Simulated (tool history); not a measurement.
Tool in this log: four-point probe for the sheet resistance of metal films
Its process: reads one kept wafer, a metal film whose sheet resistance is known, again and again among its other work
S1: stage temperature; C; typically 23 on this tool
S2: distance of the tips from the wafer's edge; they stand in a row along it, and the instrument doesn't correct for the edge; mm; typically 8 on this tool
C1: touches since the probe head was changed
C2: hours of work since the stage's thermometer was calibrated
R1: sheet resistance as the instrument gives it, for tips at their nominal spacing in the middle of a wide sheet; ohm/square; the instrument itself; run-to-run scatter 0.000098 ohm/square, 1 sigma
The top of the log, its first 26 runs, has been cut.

run	hour	S1	S2	C1	C2	R1
27	1104.6	29	46	79661	49	0.48807
28	1146	29	44	81002	66	0.487969
29	1171	25	7	81813	77	0.496175
30	1200.7	19	55	82775	89	0.487442
31	1247.7	27	14	84298	109	0.48993
32	1290.9	20	23	85695	127	0.488367
33	1335.2	20	8	87131	145	0.493978
34	1364.6	20	8	88083	157	0.494154
35	1400.8	20	8	89257	172	0.494382
36	1425	28	45	90040	182	0.488197
37	1462	34	55	91238	197	0.488512
38	1492.4	34	55	92225	210	0.48844
39	1527.2	34	55	93351	224	0.488715
40	1554	19	3	94219	236	0.530351
41	1605.4	19	3	95886	257	0.530406
42	1643.4	19	3	97116	273	0.530405
43	1679.9	19	3	98300	288	0.530385
44	1710.9	19	3	99305	301	0.530566
45	1742.6	19	3	100329	314	0.530574

4 ways to go on from here, each from the tool as it stands after run 45. What would each give?
A	1774.3	21	46	101358	327	?
B	1774.3	22	11	101358	327	?
C	1774.3	22	66	101358	327	?
D	1774.3	23	9	101358	327	?

run	R1
A	0.488399
B	0.491612
C	0.488079
D	0.493319
With no hidden state in the tool, these same runs would have given:
run	R1
A	0.486027
B	0.489226
C	0.485708
D	0.490925
